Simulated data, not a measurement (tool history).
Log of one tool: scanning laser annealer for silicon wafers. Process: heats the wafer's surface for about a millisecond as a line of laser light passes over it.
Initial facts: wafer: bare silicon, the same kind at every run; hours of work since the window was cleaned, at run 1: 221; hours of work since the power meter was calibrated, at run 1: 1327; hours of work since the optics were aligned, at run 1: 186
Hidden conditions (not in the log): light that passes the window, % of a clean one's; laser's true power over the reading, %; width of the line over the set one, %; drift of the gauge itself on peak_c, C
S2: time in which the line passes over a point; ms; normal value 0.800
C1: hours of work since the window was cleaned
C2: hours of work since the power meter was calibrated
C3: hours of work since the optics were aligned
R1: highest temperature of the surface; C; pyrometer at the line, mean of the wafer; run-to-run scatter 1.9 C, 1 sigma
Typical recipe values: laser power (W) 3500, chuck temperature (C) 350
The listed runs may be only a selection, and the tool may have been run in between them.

run 1 hour=0.0 | laser_power_(W)=3500 S2=0.800 chuck_temperature_(C)=350 | C1=221 C2=1327 C3=186 | R1=1095
run 2 hour=44.1 | laser_power_(W)=3500 S2=0.927 chuck_temperature_(C)=350 | C1=247 C2=1353 C3=212 | R1=1164
run 3 hour=79.8 | laser_power_(W)=3500 S2=0.927 chuck_temperature_(C)=350 | C1=269 C2=1374 C3=234 | R1=1166
run 4 hour=146.2 | laser_power_(W)=3500 S2=0.927 chuck_temperature_(C)=350 | C1=308 C2=1414 C3=273 | R1=1157
run 5 hour=183.6 | laser_power_(W)=3500 S2=0.927 chuck_temperature_(C)=350 | C1=331 C2=1436 C3=296 | R1=1161
run 6 hour=240.6 | laser_power_(W)=3500 S2=0.927 chuck_temperature_(C)=350 | C1=365 C2=1470 C3=330 | R1=1150
run 7 hour=309.4 | laser_power_(W)=3500 S2=0.927 chuck_temperature_(C)=350 | C1=406 C2=1511 C3=371 | R1=1155
run 8 hour=368.7 | laser_power_(W)=3500 S2=0.595 chuck_temperature_(C)=350 | C1=441 C2=1547 C3=406 | R1=975
run 9 hour=425.5 | laser_power_(W)=3500 S2=0.600 chuck_temperature_(C)=350 | C1=475 C2=1581 C3=440 | R1=971
run 10 hour=481.0 | laser_power_(W)=3500 S2=0.800 chuck_temperature_(C)=350 | C1=508 C2=1614 C3=473 | R1=1084
run 11 hour=539.6 | laser_power_(W)=3500 S2=0.650 chuck_temperature_(C)=350 | C1=543 C2=1649 C3=508 | R1=1002
run 12 hour=575.2 | laser_power_(W)=3500 S2=0.800 chuck_temperature_(C)=350 | C1=565 C2=1670 C3=530 | R1=1080
run 13 hour=637.9 | laser_power_(W)=3500 S2=0.800 chuck_temperature_(C)=363 | C1=602 C2=1708 C3=567 | R1=1090
run 14 hour=681.5 | laser_power_(W)=3500 S2=0.800 chuck_temperature_(C)=363 | C1=628 C2=1734 C3=593 | R1=1090
run 15 hour=717.3 | laser_power_(W)=3500 S2=0.800 chuck_temperature_(C)=363 | C1=649 C2=1755 C3=614 | R1=1092
run 16 hour=747.2 | laser_power_(W)=3500 S2=0.800 chuck_temperature_(C)=363 | C1=667 C2=1773 C3=632 | R1=1092
run 17 hour=779.5 | laser_power_(W)=3500 S2=0.800 chuck_temperature_(C)=350 | C1=686 C2=1792 C3=651 | R1=1076
run 18 hour=819.6 | laser_power_(W)=3500 S2=0.925 chuck_temperature_(C)=350 | C1=710 C2=1816 C3=675 | R1=1133
run 19 hour=875.1 | laser_power_(W)=3500 S2=0.925 chuck_temperature_(C)=350 | C1=744 C2=1849 C3=709 | R1=1137
run 20 hour=924.7 | laser_power_(W)=3500 S2=0.925 chuck_temperature_(C)=350 | C1=773 C2=1879 C3=738 | R1=1136
run 21 hour=974.5 | laser_power_(W)=3500 S2=0.800 chuck_temperature_(C)=350 | C1=803 C2=1909 C3=768 | R1=1068
-- hour=982.4 laser's power meter calibrated
-- hour=1019.0 window over the wafer cleaned
run 22 hour=1038.8 | laser_power_(W)=3500 S2=0.800 chuck_temperature_(C)=350 | C1=12 C2=32 C3=803 | R1=1100
run 23 hour=1085.5 | laser_power_(W)=3500 S2=0.800 chuck_temperature_(C)=350 | C1=40 C2=60 C3=831 | R1=1099
run 24 hour=1122.2 | laser_power_(W)=3285 S2=0.800 chuck_temperature_(C)=323 | C1=62 C2=82 C3=853 | R1=1024
run 25 hour=1151.9 | laser_power_(W)=3285 S2=0.800 chuck_temperature_(C)=323 | C1=79 C2=100 C3=871 | R1=1022
run 26 hour=1199.9 | laser_power_(W)=3285 S2=0.800 chuck_temperature_(C)=323 | C1=108 C2=129 C3=900 | R1=1017
-- hour=1253.4 laser's power meter calibrated, once more
run 27 hour=1256.0 | laser_power_(W)=3285 S2=0.804 chuck_temperature_(C)=322 | C1=140 C2=2 C3=931 | R1=1014
run 28 hour=1287.7 | laser_power_(W)=3823 S2=0.599 chuck_temperature_(C)=350 | C1=159 C2=20 C3=950 | R1=1038
run 29 hour=1317.8 | laser_power_(W)=3823 S2=0.599 chuck_temperature_(C)=350 | C1=177 C2=38 C3=968 | R1=1040
run 30 hour=1347.8 | laser_power_(W)=3823 S2=0.599 chuck_temperature_(C)=350 | C1=195 C2=56 C3=986 | R1=1036
run 31 hour=1413.7 | laser_power_(W)=3271 S2=0.787 chuck_temperature_(C)=371 | C1=234 C2=96 C3=1025 | R1=1049
run 32 hour=1478.8 | laser_power_(W)=3500 S2=0.710 chuck_temperature_(C)=351 | C1=273 C2=135 C3=1064 | R1=1035
run 33 hour=1529.9 | laser_power_(W)=3507 S2=0.800 chuck_temperature_(C)=359 | C1=303 C2=165 C3=1095 | R1=1092
run 34 hour=1587.5 | laser_power_(W)=3582 S2=0.577 chuck_temperature_(C)=359 | C1=338 C2=199 C3=1129 | R1=979

Run 35 has not been measured yet. What should we expect?
-- hour=1613.0 optics aligned, line set to its width
run 35 hour=1649.3 | laser_power_(W)=3500 S2=0.800 chuck_temperature_(C)=326 | C1=372 C2=233 C3=22 | R1=?

R1: 1070 C
With no hidden state in the tool, this same run would have given R1 1087 C.
